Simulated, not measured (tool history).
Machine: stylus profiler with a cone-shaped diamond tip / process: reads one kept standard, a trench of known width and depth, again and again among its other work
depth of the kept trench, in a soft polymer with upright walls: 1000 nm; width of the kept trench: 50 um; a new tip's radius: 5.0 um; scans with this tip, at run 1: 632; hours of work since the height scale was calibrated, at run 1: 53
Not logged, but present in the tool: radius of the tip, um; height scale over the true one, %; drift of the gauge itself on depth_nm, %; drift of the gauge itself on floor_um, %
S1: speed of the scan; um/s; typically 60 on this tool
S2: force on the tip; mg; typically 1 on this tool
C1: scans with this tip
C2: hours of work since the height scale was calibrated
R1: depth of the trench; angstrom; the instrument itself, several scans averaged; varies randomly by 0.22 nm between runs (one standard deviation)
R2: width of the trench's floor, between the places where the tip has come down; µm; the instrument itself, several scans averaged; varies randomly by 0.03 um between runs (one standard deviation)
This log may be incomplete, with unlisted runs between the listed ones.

run 1 day=0 | S1=60 S2=1 | C1=632 C2=53 | R1=10039.9 R2=43.59
run 2 day=0.738 | S1=60 S2=1 | C1=781 C2=65 | R1=10032.8 R2=43.51
run 3 day=1.279 | S1=60 S2=0.4 | C1=890 C2=74 | R1=10016.3 R2=43.38
run 4 day=1.662 | S1=60 S2=0.4 | C1=967 C2=81 | R1=10021.4 R2=43.31
run 5 day=2.212 | S1=60 S2=0.4 | C1=1078 C2=90 | R1=10013.4 R2=43.37
run 6 day=2.554 | S1=60 S2=0.4 | C1=1147 C2=96 | R1=10015.7 R2=43.33
run 7 day=3.342 | S1=60 S2=1 | C1=1306 C2=109 | R1=10033.8 R2=43.47
run 8 day=3.729 | S1=60 S2=1 | C1=1384 C2=116 | R1=10037.9 R2=43.4
run 9 day=4.158 | S1=207 S2=1.91 | C1=1471 C2=123 | R1=10058.2 R2=42.96
run 10 day=4.7 | S1=27 S2=1 | C1=1580 C2=132 | R1=10036 R2=43.56
run 11 day=5.379 | S1=41 S2=0.68 | C1=1717 C2=143 | R1=10027 R2=43.41
run 12 day=6.008 | S1=41 S2=0.68 | C1=1844 C2=154 | R1=10024.8 R2=43.37
run 13 day=6.367 | S1=41 S2=0.68 | C1=1916 C2=160 | R1=10024.3 R2=43.38
run 14 day=7.075 | S1=55 S2=0.68 | C1=2059 C2=172 | R1=10025.5 R2=43.24
run 15 day=7.4 | S1=127 S2=0.6 | C1=2125 C2=178 | R1=10023.2 R2=42.75
run 16 day=7.779 | S1=16 S2=1.27 | C1=2201 C2=184 | R1=10042 R2=43.53

Per-run results on a tool with no hidden state, each run keeping its own random variation:
run=1 R1=10046.9 R2=43.74
run=2 R1=10040.3 R2=43.69
run=3 R1=10024.2 R2=43.59
run=4 R1=10029.6 R2=43.53
run=5 R1=10022 R2=43.61
run=6 R1=10024.5 R2=43.59
run=7 R1=10043.2 R2=43.76
run=8 R1=10047.6 R2=43.7
run=9 R1=10068.2 R2=43.29
run=10 R1=10046.4 R2=43.9
run=11 R1=10037.9 R2=43.78
run=12 R1=10036.2 R2=43.76
run=13 R1=10035.9 R2=43.79
run=14 R1=10037.6 R2=43.67
run=15 R1=10035.5 R2=43.21
run=16 R1=10054.6 R2=44
